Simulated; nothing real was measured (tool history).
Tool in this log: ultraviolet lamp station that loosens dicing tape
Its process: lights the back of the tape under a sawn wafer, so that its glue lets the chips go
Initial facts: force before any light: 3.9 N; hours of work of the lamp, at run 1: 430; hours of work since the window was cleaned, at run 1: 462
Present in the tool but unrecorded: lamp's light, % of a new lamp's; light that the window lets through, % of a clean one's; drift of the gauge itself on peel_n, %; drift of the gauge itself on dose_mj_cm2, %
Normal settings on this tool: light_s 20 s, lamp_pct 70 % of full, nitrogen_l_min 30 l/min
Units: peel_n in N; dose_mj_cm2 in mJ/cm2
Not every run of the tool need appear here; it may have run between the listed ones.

| run | hour | light_s | lamp_pct | nitrogen_l_min | hours of work of the lamp | hours of work since the window was cleaned | peel_n | dose_mj_cm2 |
|---|---|---|---|---|---|---|---|---|
| 1 | 0.0 | 20 | 70 | 30 | 430 | 462 | 0.686 | 168 |
| 2 | 9.1 | 20 | 70 | 30 | 437 | 469 | 0.698 | 172 |
| 3 | 19.6 | 20 | 70 | 30 | 445 | 477 | 0.693 | 164 |
| 4 | 26.3 | 20 | 70 | 30 | 450 | 482 | 0.673 | 169 |
| 5 | 40.5 | 18 | 70 | 30 | 461 | 493 | 0.836 | 153 |
| 6 | 51.8 | 20 | 70 | 53 | 470 | 502 | 0.464 | 165 |
| 7 | 63.3 | 16 | 70 | 30 | 479 | 510 | 0.954 | 134 |
| 8 | 70.0 | 16 | 70 | 30 | 484 | 516 | 0.953 | 132 |
| 9 | 82.8 | 10 | 70 | 30 | 494 | 525 | 1.650 | 81 |
| 10 | 97.0 | 10 | 70 | 30 | 505 | 536 | 1.595 | 84 |
| 11 | 111.6 | 20 | 71 | 30 | 516 | 548 | 0.672 | 167 |
| 12 | 119.9 | 20 | 71 | 30 | 522 | 554 | 0.662 | 170 |
| 13 | 134.8 | 20 | 96 | 30 | 534 | 566 | 0.372 | 227 |
| 14 | 146.4 | 20 | 70 | 30 | 543 | 574 | 0.702 | 166 |
| 15 | 157.0 | 20 | 70 | 30 | 551 | 583 | 0.716 | 165 |
| 16 | 169.1 | 20 | 70 | 30 | 560 | 592 | 0.726 | 164 |
| 17 | 182.7 | 20 | 70 | 30 | 571 | 602 | 0.740 | 164 |
| 18 | 191.5 | 20 | 70 | 30 | 577 | 609 | 0.718 | 163 |
| 19 | 201.6 | 20 | 70 | 30 | 585 | 617 | 0.742 | 164 |
|  | 207.3 | window cleaned of glue's vapour |
| 20 | 210.2 | 20 | 70 | 10 | 591 | 2 | 1.205 | 172 |
| 21 | 219.2 | 20 | 70 | 30 | 598 | 9 | 0.663 | 171 |
| 22 | 231.7 | 20 | 70 | 30 | 608 | 19 | 0.662 | 174 |
| 23 | 241.2 | 38 | 73 | 25 | 615 | 26 | 0.183 | 338 |
| 24 | 251.7 | 38 | 73 | 25 | 623 | 34 | 0.185 | 339 |
| 25 | 258.1 | 38 | 73 | 25 | 628 | 39 | 0.177 | 340 |
| 26 | 270.2 | 20 | 70 | 44 | 638 | 49 | 0.506 | 173 |
| 27 | 283.4 | 35 | 70 | 23 | 648 | 59 | 0.260 | 296 |
| 28 | 296.0 | 19 | 71 | 23 | 658 | 68 | 0.842 | 163 |
| 29 | 307.3 | 18 | 70 | 18 | 666 | 77 | 1.045 | 153 |
| 30 | 316.7 | 20 | 70 | 59 | 673 | 84 | 0.459 | 168 |
| 31 | 332.2 | 37 | 70 | 19 | 685 | 96 | 0.293 | 313 |
| 32 | 343.4 | 12 | 69 | 30 | 694 | 105 | 1.389 | 98 |
| 33 | 353.4 | 12 | 69 | 30 | 702 | 113 | 1.368 | 99 |
| 34 | 365.5 | 17 | 72 | 30 | 711 | 122 | 0.825 | 144 |
| 35 | 380.6 | 17 | 69 | 22 | 723 | 134 | 1.056 | 141 |
| 36 | 391.3 | 32 | 70 | 30 | 731 | 142 | 0.275 | 269 |
| 37 | 404.4 | 23 | 71 | 10 | 741 | 152 | 1.090 | 199 |
| 38 | 417.1 | 23 | 71 | 19 | 751 | 162 | 0.708 | 192 |
| 39 | 424.6 | 27 | 71 | 19 | 757 | 167 | 0.573 | 227 |
| 40 | 435.8 | 27 | 71 | 19 | 765 | 176 | 0.579 | 228 |
| 41 | 450.0 | 22 | 91 | 19 | 776 | 187 | 0.518 | 237 |
| 42 | 464.3 | 20 | 64 | 30 | 787 | 198 | 0.814 | 152 |
| 43 | 475.2 | 24 | 79 | 46 | 796 | 206 | 0.286 | 226 |

What differs in the tool's unlogged condition from the final listed run ahead of each entry between runs to the first listed run following it?
In the gap between runs 19 and 20: window cleaned of glue's vapour (hour 207.3)
  lamp's light, % of a new lamp's: 92.5 -> 92.4; light that the window lets through, % of a clean one's: 94.9 -> 100
  what was measured, less what the result would be without the hidden state, peel_n: +0.148 -> +0.106 N; dose_mj_cm2: -23 -> -14 mJ/cm2

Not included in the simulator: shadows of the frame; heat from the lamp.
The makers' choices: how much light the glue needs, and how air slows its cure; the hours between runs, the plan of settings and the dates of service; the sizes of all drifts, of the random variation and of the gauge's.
